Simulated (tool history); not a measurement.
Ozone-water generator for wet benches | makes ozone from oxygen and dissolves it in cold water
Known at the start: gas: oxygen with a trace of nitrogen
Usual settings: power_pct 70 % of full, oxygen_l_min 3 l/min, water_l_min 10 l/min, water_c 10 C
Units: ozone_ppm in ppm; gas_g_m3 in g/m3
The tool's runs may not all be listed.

run     day  power_pct  oxygen_l_min  water_l_min  water_c  ozone_ppm  gas_g_m3
  1       0         70             3           10       10         19     165.4
  2   2.958         44             3           10       10       13.9     119.1
  3   6.212         44             3           10       10         14     121.1
  4   9.846         44             3           10        8         14     120.5
  5  13.179         44             3           10        8       14.1     119.6
  6  17.292         70             3           10       10         19     162.4
  7    20.4         70             3           10       10       18.8     163.9
  8  22.975         70             3           13       11       14.9     161.7
  9  26.258         70             3           13       13       14.5     162.1
 10  29.108         70             3           10       14       17.8       163
 11  33.596         54             3           10        7       16.3       135
 12  37.958         94          4.79           10       10       23.9     160.7
 13  41.662         42          2.96            9       13       13.8     114.8

Taken out of this log: 1 entry between the listed runs. Where each belongs, and how the hidden state differs across it:
Between runs 5 and 6: contactor cleaned (day 13.733)
  contactor's efficiency, % of a clean one's: 99.7 -> 100; drift of the gauge itself on gas_g_m3, %: -0.85 -> -1.1
  measured less the result without the state, gas_g_m3: -1.1 -> -1.9 g/m3
